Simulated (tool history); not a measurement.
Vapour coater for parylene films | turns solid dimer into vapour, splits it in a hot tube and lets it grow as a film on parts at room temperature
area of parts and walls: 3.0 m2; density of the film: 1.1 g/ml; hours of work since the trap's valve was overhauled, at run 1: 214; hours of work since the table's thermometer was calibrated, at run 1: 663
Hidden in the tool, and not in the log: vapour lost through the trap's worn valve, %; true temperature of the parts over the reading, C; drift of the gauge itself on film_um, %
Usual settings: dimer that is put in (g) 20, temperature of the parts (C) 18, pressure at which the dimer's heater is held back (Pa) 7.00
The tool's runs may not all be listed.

run,hour,dimer that is put in (g),temperature of the parts (C),pressure at which the dimer's heater is held back (Pa),hours of work since the trap's valve was overhauled,hours of work since the table's thermometer was calibrated,thickness of the film (µm)
1,0.0,20,18,7.00,214,663,3.85
2,71.6,20,18,7.00,274,723,3.84
3,126.2,20,18,7.00,319,768,3.87
4,209.6,20,18,7.80,388,836,3.80
# hour 240.1: trap's valve overhauled
5,271.1,20,18,7.00,26,884,3.92
6,340.5,20,18,7.00,83,941,3.92
# hour 353.8: table's thermometer calibrated
7,404.1,20,18,7.00,135,41,3.90
8,460.2,20,18,7.00,181,88,3.88
9,512.8,20,15,7.00,224,131,4.26
10,582.1,20,18,6.06,282,189,4.02
11,648.1,20,18,6.06,336,243,4.00
12,710.7,20,18,6.51,388,295,3.96
# hour 741.2: trap's valve overhauled
13,796.3,20,18,6.51,45,362,3.98
# hour 830.1: gauge calibrated
14,838.5,20,24,6.51,80,397,3.27
15,875.5,35,18,11.34,111,427,6.40
16,949.1,33,18,2.42,172,488,7.27
17,1001.4,33,18,2.42,215,531,7.35
18,1080.4,34,20,3.31,280,597,6.87
19,1161.6,34,20,3.31,347,664,6.92
20,1217.7,30,20,3.31,393,710,6.09
# hour 1241.1: trap's valve overhauled
21,1291.1,10,12,3.44,41,767,2.55
22,1350.6,20,22,7.00,90,816,3.50
23,1428.5,20,14,8.29,155,881,4.26
24,1487.9,20,15,7.00,204,930,4.27
# hour 1515.8: table's thermometer calibrated
25,1550.7,20,15,7.00,255,29,4.32
26,1589.4,20,10,3.78,287,61,5.34
27,1649.6,20,19,3.78,336,110,4.17
28,1696.5,15,26,3.78,375,149,2.57

5 ways to go on from here, each from the tool as it stands after run 28. What would each give?
# hour 1742.4: trap's valve overhauled
A,1764.4,15,10,4.12,18,202,?
# hour 1742.4: trap's valve overhauled
B,1764.4,17,26,3.78,18,202,?
# hour 1742.4: trap's valve overhauled
C,1764.4,17,11,7.40,18,202,?
# hour 1742.4: trap's valve overhauled
D,1764.4,19,26,3.78,18,202,?
# hour 1742.4: trap's valve overhauled
E,1764.4,14,18,7.00,18,202,?

run,thickness of the film (µm)
A,3.98
B,2.92
C,4.07
D,3.28
E,2.80
Without the tool's hidden state the same runs would have given:
run,thickness of the film (µm)
A,3.86
B,2.83
C,3.95
D,3.19
E,2.72

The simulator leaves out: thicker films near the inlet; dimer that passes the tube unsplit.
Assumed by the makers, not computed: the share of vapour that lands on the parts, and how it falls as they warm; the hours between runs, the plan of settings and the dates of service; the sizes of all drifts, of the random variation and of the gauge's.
